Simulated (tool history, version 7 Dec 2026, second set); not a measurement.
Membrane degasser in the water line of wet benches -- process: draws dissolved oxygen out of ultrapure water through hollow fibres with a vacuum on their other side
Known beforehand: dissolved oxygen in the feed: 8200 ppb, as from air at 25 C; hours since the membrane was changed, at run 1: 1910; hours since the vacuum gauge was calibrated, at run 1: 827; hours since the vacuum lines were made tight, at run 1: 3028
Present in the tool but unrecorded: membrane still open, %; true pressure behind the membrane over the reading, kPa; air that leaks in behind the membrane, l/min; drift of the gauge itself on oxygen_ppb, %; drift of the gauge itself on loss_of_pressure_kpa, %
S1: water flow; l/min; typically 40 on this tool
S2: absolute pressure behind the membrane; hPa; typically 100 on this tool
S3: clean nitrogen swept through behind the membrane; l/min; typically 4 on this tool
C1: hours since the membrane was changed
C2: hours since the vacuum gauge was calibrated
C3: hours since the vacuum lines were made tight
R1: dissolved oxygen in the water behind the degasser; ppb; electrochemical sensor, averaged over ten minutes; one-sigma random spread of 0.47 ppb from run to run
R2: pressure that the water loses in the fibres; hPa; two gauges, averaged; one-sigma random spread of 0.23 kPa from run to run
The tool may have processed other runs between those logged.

run	day	S1	S2	S3	C1	C2	C3	R1	R2
1	0	40	100	4	1910	827	3028	161.8	600.9
2	2.642	40	100	4	1973	890	3091	162.5	599.7
3	7.371	40	100	4	2087	1004	3204	162	600.5
4	10.483	40	100	4	2162	1078	3279	161.5	602.5
5	15.162	40	100	4	2274	1191	3391	162.1	601.4
6	17.242	40	100	4	2324	1240	3441	162.4	606.6
7	20.192	40	100	3.33	2395	1311	3512	192.5	603.4
8	24.112	40	111	4	2489	1405	3606	188.2	603.3
9	26.433	40	124	4	2544	1461	3662	217	603.8
10	28.671	40	124	4	2598	1515	3716	217.4	602.1
11	31.896	43	124	4	2675	1592	3793	234.2	647.8
12	33.962	40	100	4	2725	1642	3843	162.7	605.1
13	37.046	40	100	4	2799	1716	3917	163.7	604.8
# day 37.346: vacuum gauge calibrated
14	40.662	40	100	4	2885	80	4003	164.5	607.1
15	43.912	40	100	4	2963	158	4081	164.9	608.7
16	46.6	40	100	4	3028	222	4145	165.1	608
17	51.375	40	132	4	3142	337	4260	237.5	609.5
18	55.788	40	132	4	3248	443	4366	237.1	608.4
19	58.9	44	108	3.55	3323	517	4441	222.8	665.6
# day 60.112: vacuum gauge calibrated, once more
20	61.238	25	100	5.94	3379	27	4496	71.5	379.7
21	64.017	29	168	5.94	3445	94	4563	162.7	438.2
22	68.992	29	168	5.94	3565	213	4682	162.4	440.8
23	73.408	29	77	5.94	3671	319	4788	55.3	440
24	78.183	45	84	7.8	3785	434	4903	78.9	681.3
25	81.758	28	70	8.79	3871	520	4989	31.3	424.5
26	85.062	27	137	2.02	3950	599	5068	322.7	411.6
27	88.671	27	104	2.96	4037	685	5155	158.2	410.3

Run 28 has not been measured yet. What should we expect?
28	91.925	27	104	2.96	4115	764	5233	?	?

R1: 158 ppb
R2: 414.3 hPa
If the tool had no hidden condition, the same run with the same run-to-run variation would have returned R1 153.5 ppb, R2 404 hPa.
